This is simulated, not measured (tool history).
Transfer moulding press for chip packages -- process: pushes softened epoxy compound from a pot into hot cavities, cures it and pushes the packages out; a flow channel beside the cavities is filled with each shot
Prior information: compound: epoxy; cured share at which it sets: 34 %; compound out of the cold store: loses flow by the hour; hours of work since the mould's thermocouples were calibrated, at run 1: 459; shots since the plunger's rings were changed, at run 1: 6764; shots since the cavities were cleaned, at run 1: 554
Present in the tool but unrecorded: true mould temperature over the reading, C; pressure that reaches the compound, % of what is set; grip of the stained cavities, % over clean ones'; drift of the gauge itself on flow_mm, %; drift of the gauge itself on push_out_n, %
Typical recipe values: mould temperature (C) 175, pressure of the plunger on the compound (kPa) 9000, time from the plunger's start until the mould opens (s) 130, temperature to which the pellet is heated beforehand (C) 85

run   hour  mould temperature (C)  pressure of the plunger on the compound (kPa)  time from the plunger's start until the mould opens (s)  temperature to which the pellet is heated beforehand (C)  hours of work since the mould's thermocouples were calibrated  shots since the plunger's rings were changed  shots since the cavities were cleaned  incoming compound's hours out of the cold store  length that the compound runs in the flow channel (mm)  greatest force on the pins that push the packages out (N)
  1    0.0                    175                                           9000                                                      130                                                        85                                                            459                                          6764                                    554                                             12.3                                                     899                                                        475
      21.9  -- plunger's sealing rings changed
  2   35.1                    175                                           9000                                                      130                                                        85                                                            483                                           132                                    879                                             36.6                                                     825                                                        485
  3   58.5                    175                                           9000                                                      130                                                        85                                                            501                                           366                                   1113                                             45.7                                                     811                                                        471
      62.0  -- cavities cleaned with cleaning compound and waxed
  4  100.1                    175                                           8840                                                      130                                                        85                                                            530                                           765                                    380                                             18.0                                                     879                                                        494
     117.4  -- mould's thermocouples calibrated
  5  134.5                    175                                           8840                                                      130                                                        85                                                             13                                          1088                                    703                                             21.4                                                     871                                                        491
  6  176.2                    175                                           8840                                                      130                                                        85                                                             43                                          1504                                   1119                                             45.8                                                     805                                                        472
     179.8  -- cavities cleaned with cleaning compound and waxed
  7  203.4                    175                                           8840                                                      130                                                        85                                                             62                                          1760                                    235                                             11.7                                                     878                                                        479
  8  220.8                    175                                           9000                                                      130                                                        86                                                             75                                          1934                                    409                                             40.9                                                     818                                                        464
  9  252.7                    175                                           9000                                                      130                                                        85                                                             99                                          2252                                    727                                             39.7                                                     822                                                        481
 10  290.8                    175                                           9000                                                      130                                                        85                                                            127                                          2631                                   1106                                             10.8                                                     877                                                        499
     296.3  -- cavities cleaned with cleaning compound and waxed
 11  328.6                    175                                           9000                                                      130                                                        85                                                            154                                          2994                                    323                                             23.2                                                     879                                                        485
 12  362.7                    175                                           9000                                                      117                                                        85                                                            179                                          3334                                    663                                             40.4                                                     816                                                        544
 13  401.3                    175                                           9150                                                      130                                                        85                                                            208                                          3718                                   1047                                             17.6                                                     878                                                        477
     411.1  -- cavities cleaned with cleaning compound and waxed
 14  425.7                    175                                           9000                                                      130                                                        85                                                            224                                          3947                                    146                                             40.1                                                     815                                                        469
 15  463.7                    172                                           9230                                                      130                                                        94                                                            253                                          4326                                    525                                             43.6                                                     836                                                        522
 16  489.0                    179                                           9590                                                      130                                                        85                                                            271                                          4577                                    776                                             18.8                                                     879                                                        423
     526.9  -- cavities cleaned with cleaning compound and waxed
 17  530.1                    178                                           9000                                                      130                                                        76                                                            300                                          4973                                     33                                             34.1                                                     823                                                        434
 18  556.3                    175                                           9000                                                      132                                                        77                                                            320                                          5234                                    294                                             45.1                                                     827                                                        460
 19  575.2                    176                                           9000                                                      132                                                        77                                                            334                                          5422                                    482                                             32.9                                                     842                                                        456
 20  607.2                    175                                           9000                                                      137                                                        79                                                            357                                          5741                                    801                                             41.5                                                     810                                                        459
 21  627.4                    175                                           8030                                                      151                                                        85                                                            372                                          5943                                   1003                                             17.3                                                     828                                                        426
     642.8  -- cavities cleaned with cleaning compound and waxed
 22  656.1                    175                                          10440                                                      110                                                        88                                                            392                                          6214                                    133                                             40.2                                                     884                                                        602
 23  684.2                    171                                           7960                                                      142                                                        78                                                            413                                          6494                                    413                                             14.7                                                     850                                                        505
 24  726.4                    171                                           7960                                                      142                                                        78                                                            444                                          6915                                    834                                             22.0                                                     826                                                        518
     735.6  -- plunger's sealing rings changed
     761.4  -- cavities cleaned with cleaning compound and waxed
 25  762.4                    175                                           8110                                                      130                                                        77                                                            468                                           253                                     10                                             20.1                                                     838                                                        480
 26  799.7                    169                                           9760                                                      128                                                        89                                                            495                                           624                                    381                                             36.6                                                     878                                                        662
 27  837.4                    169                                           9760                                                      128                                                        89                                                            523                                          1000                                    757                                             45.7                                                     863                                                        631
 28  860.4                    169                                           9760                                                      128                                                        89                                                            540                                          1230                                    987                                             46.1                                                     869                                                        648

Here are 4 independent what-if runs from the current tool condition. What would each one return?
     866.2  -- mould's thermocouples calibrated
     881.5  -- cavities cleaned with cleaning compound and waxed
  A  889.0                    175                                           7740                                                      160                                                        85                                                             16                                          1480                                     75                                             25.1                                                       ?                                                          ?
     866.2  -- mould's thermocouples calibrated
     881.5  -- cavities cleaned with cleaning compound and waxed
  B  889.0                    169                                           9450                                                      128                                                        89                                                             16                                          1480                                     75                                             39.4                                                       ?                                                          ?
     866.2  -- mould's thermocouples calibrated
     881.5  -- cavities cleaned with cleaning compound and waxed
  C  889.0                    169                                           9760                                                      162                                                        76                                                             16                                          1480                                     75                                             14.2                                                       ?                                                          ?
     866.2  -- mould's thermocouples calibrated
     881.5  -- cavities cleaned with cleaning compound and waxed
  D  889.0                    168                                           9760                                                      122                                                        86                                                             16                                          1480                                     75                                             26.4                                                       ?                                                          ?

run  length that the compound runs in the flow channel (mm)  greatest force on the pins that push the packages out (N)
  A                                                     797                                                        422
  B                                                     877                                                        636
  C                                                     948                                                        467
  D                                                     924                                                        809
Without the tool's unlogged condition, the same runs would have read:
run  length that the compound runs in the flow channel (mm)  greatest force on the pins that push the packages out (N)
  A                                                     797                                                        422
  B                                                     877                                                        635
  C                                                     948                                                        466
  D                                                     924                                                        808

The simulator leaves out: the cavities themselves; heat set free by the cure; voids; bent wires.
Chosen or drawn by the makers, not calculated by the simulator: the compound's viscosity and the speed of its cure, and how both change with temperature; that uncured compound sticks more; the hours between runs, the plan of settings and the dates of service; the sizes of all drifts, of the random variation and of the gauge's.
